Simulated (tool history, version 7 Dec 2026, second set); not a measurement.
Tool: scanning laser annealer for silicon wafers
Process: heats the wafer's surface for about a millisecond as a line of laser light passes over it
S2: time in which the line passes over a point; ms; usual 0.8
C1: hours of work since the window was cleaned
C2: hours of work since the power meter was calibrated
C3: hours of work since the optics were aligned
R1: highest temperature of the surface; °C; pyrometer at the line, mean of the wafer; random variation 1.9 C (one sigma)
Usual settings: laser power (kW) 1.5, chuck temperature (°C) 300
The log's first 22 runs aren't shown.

{"run": 23, "hour": 279.0, "laser power (kW)": 1.279, "S2": 0.8, "chuck temperature (°C)": 300, "C1": 38, "C2": 565, "C3": 974, "R1": 926}
{"run": 24, "hour": 288.3, "laser power (kW)": 1.279, "S2": 0.8, "chuck temperature (°C)": 300, "C1": 44, "C2": 571, "C3": 981, "R1": 926}
{"hour": 302.5, "done": "optics aligned, line set to its width"}
{"hour": 305.6, "done": "window over the wafer cleaned, once more"}
{"run": 25, "hour": 311.7, "laser power (kW)": 1.575, "S2": 0.587, "chuck temperature (°C)": 290, "C1": 4, "C2": 583, "C3": 5, "R1": 1027}
{"run": 26, "hour": 329.6, "laser power (kW)": 1.421, "S2": 0.583, "chuck temperature (°C)": 300, "C1": 18, "C2": 597, "C3": 18, "R1": 955}
{"run": 27, "hour": 341.7, "laser power (kW)": 1.343, "S2": 0.594, "chuck temperature (°C)": 289, "C1": 26, "C2": 605, "C3": 27, "R1": 903}
{"run": 28, "hour": 359.6, "laser power (kW)": 1.334, "S2": 0.784, "chuck temperature (°C)": 316, "C1": 40, "C2": 618, "C3": 40, "R1": 1010}
{"run": 29, "hour": 370.7, "laser power (kW)": 1.526, "S2": 0.632, "chuck temperature (°C)": 325, "C1": 48, "C2": 627, "C3": 49, "R1": 1051}
{"run": 30, "hour": 384.1, "laser power (kW)": 1.526, "S2": 0.575, "chuck temperature (°C)": 301, "C1": 58, "C2": 636, "C3": 58, "R1": 999}
{"run": 31, "hour": 401.6, "laser power (kW)": 1.307, "S2": 0.957, "chuck temperature (°C)": 331, "C1": 70, "C2": 649, "C3": 71, "R1": 1079}
{"run": 32, "hour": 417.1, "laser power (kW)": 1.614, "S2": 0.875, "chuck temperature (°C)": 300, "C1": 82, "C2": 661, "C3": 82, "R1": 1210}
{"run": 33, "hour": 434.8, "laser power (kW)": 1.614, "S2": 0.875, "chuck temperature (°C)": 300, "C1": 95, "C2": 674, "C3": 95, "R1": 1206}
{"run": 34, "hour": 445.3, "laser power (kW)": 1.614, "S2": 0.875, "chuck temperature (°C)": 300, "C1": 102, "C2": 681, "C3": 103, "R1": 1209}
{"run": 35, "hour": 454.9, "laser power (kW)": 1.548, "S2": 0.8, "chuck temperature (°C)": 310, "C1": 109, "C2": 688, "C3": 110, "R1": 1140}

Forecast each of these 4 alternatives for the next run:
{"run": "A", "hour": 465.3, "laser power (kW)": 1.598, "S2": 0.875, "chuck temperature (°C)": 310, "C1": 117, "C2": 696, "C3": 118, "R1": "?"}
{"run": "B", "hour": 465.3, "laser power (kW)": 1.364, "S2": 0.816, "chuck temperature (°C)": 295, "C1": 117, "C2": 696, "C3": 118, "R1": "?"}
{"run": "C", "hour": 465.3, "laser power (kW)": 1.287, "S2": 0.579, "chuck temperature (°C)": 298, "C1": 117, "C2": 696, "C3": 118, "R1": "?"}
{"run": "D", "hour": 465.3, "laser power (kW)": 1.479, "S2": 0.8, "chuck temperature (°C)": 310, "C1": 117, "C2": 696, "C3": 118, "R1": "?"}

run=A R1=1205
run=B R1=1012
run=C R1=869
run=D R1=1094
Without the tool's hidden state the same runs would have given:
run=A R1=1222
run=B R1=1025
run=C R1=879
run=D R1=1109
